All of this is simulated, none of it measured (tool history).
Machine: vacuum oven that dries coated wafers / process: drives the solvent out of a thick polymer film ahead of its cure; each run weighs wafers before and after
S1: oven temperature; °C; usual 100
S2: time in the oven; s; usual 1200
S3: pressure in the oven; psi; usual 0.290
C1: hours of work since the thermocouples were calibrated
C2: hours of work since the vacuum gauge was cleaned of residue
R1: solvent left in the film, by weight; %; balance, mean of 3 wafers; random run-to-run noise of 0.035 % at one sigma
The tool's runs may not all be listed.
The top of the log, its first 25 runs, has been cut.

Run 26, hour 481.9: usual settings but S1 93 °C, S2 1020 s, S3 0.516 psi; C1 105; C2 303. Result: R1 3.74 %.
Run 27, hour 494.1: usual settings but S1 92 °C, S3 0.437 psi; C1 111; C2 310. Result: R1 3.13 %.
Run 28, hour 517.3: usual settings but S1 92 °C, S2 1500 s, S3 0.437 psi; C1 124; C2 323. Result: R1 2.57 %.
Run 29, hour 539.2: usual settings but S3 0.146 psi; C1 137; C2 335. Result: R1 1.08 %.
Run 30, hour 564.3: usual settings but S1 93 °C, S2 780 s; C1 151; C2 349. Result: R1 4.00 %.
Run 31, hour 586.3: usual settings but S1 93 °C, S2 780 s; C1 163; C2 362. Result: R1 3.90 %.
Run 32, hour 598.2: usual settings but S1 115 °C; C1 170; C2 368. Result: R1 0.51 %.
Run 33, hour 617.3: usual settings but S1 114 °C, S2 2160 s, S3 0.173 psi; C1 180; C2 379. Result: R1 0.30 %.
Run 34, hour 631.4: usual settings but S2 1380 s; C1 188; C2 387. Result: R1 1.21 %.
Run 35, hour 659.2: usual settings but S1 109 °C, S2 660 s, S3 0.426 psi; C1 204; C2 402. Result: R1 1.81 %.
Run 36, hour 671.6: usual settings but S1 96 °C, S2 1440 s, S3 0.711 psi; C1 210; C2 409. Result: R1 2.85 %.
Run 37, hour 691.5: usual settings but S1 86 °C, S2 1620 s, S3 0.635 psi; C1 222; C2 420. Result: R1 4.49 %.
Run 38, hour 711.2: usual settings but S1 94 °C, S2 1020 s, S3 1.079 psi; C1 233; C2 431. Result: R1 4.98 %.
Run 39, hour 727.7: usual settings but S1 110 °C, S2 1080 s, S3 0.949 psi; C1 242; C2 440. Result: R1 1.88 %.
Run 40, hour 740.1: usual settings but S1 110 °C, S2 1080 s, S3 0.412 psi; C1 249; C2 447. Result: R1 0.89 %.
Run 41, hour 761.1: usual settings but S1 89 °C, S2 2040 s, S3 0.967 psi; C1 260; C2 459. Result: R1 4.52 %.
Run 42, hour 783.2: usual settings but S1 89 °C, S2 2040 s, S3 0.967 psi; C1 273; C2 471. Result: R1 4.48 %.
Run 43, hour 810.5: usual settings but S1 96 °C, S2 1320 s, S3 0.843 psi; C1 288; C2 487. Result: R1 3.51 %.
Run 44, hour 823.7: usual settings but S1 114 °C; C1 295; C2 494. Result: R1 0.54 %.
Run 45, hour 845.8: usual settings but S1 99 °C, S2 780 s, S3 0.228 psi; C1 308; C2 506. Result: R1 2.60 %.
Run 46, hour 863.2: usual settings but S1 105 °C, S2 1440 s, S3 0.329 psi; C1 317; C2 516. Result: R1 0.92 %.

Here are 5 independent what-if runs from the current tool condition. What would each one return?
Run A, hour 878.6: usual settings but S3 0.307 psi; C1 326; C2 525. Result: R1 ?.
Run B, hour 878.6: usual settings but S1 114 °C, S2 1440 s, S3 0.329 psi; C1 326; C2 525. Result: R1 ?.
Run C, hour 878.6: usual settings but S1 109 °C, S2 600 s, S3 0.309 psi; C1 326; C2 525. Result: R1 ?.
Run D, hour 878.6: usual settings but S1 108 °C, S2 1380 s, S3 0.329 psi; C1 326; C2 525. Result: R1 ?.
Run E, hour 878.6: usual settings but S1 105 °C, S2 1860 s, S3 0.624 psi; C1 326; C2 525. Result: R1 ?.

run    R1
  A  1.53
  B  0.60
  C  1.83
  D  0.81
  E  1.47
With the hidden condition removed and each run's random variation left untouched, the same runs would have given:
run    R1
  A  1.48
  B  0.58
  C  1.78
  D  0.78
  E  1.44
